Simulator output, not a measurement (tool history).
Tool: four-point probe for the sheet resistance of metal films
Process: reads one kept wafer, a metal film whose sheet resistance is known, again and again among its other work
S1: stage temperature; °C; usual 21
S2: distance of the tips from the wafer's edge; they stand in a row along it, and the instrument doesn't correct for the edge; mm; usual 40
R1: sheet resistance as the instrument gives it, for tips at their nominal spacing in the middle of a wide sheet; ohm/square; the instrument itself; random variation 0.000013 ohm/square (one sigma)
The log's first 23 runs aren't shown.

run      day  S1  S2        R1
 24   83.862  22  37  0.063612
 25   88.712  22  37  0.063599
 26   92.171  21  48  0.063639
 27   96.042  21  48  0.063646
 28   99.304  21  48  0.063692
 29  101.783  21  48  0.063672
 30  105.242  25  16  0.063804
 31  107.825  22  53  0.063685
 32  110.700  22  53  0.063696
 33  115.025  20  38  0.063778
 34  118.662  20  38  0.063774
 35  122.621  34  56  0.063501
 36  125.533  34  56  0.063507
 37  129.562  18  43  0.063871
 38  131.579  19   7  0.064962
 39  134.938  34  40  0.063565
 40  137.988  23   3  0.069371
 41  142.125  34   3  0.069116
 42  144.138  34   3  0.069134
 43  148.788  24   3  0.069387
 44  152.271  24   3  0.069365
 45  155.538  21  14  0.064163

Forecast each of these 3 alternatives for the next run:
  A  159.754  22   3   ?
  B  159.754  19  46   ?
  C  159.754  19  40   ?

run        R1
  A  0.069458
  B  0.063987
  C  0.063994
Without the tool's hidden state the same runs would have given:
run        R1
  A  0.068948
  B  0.063513
  C  0.063520

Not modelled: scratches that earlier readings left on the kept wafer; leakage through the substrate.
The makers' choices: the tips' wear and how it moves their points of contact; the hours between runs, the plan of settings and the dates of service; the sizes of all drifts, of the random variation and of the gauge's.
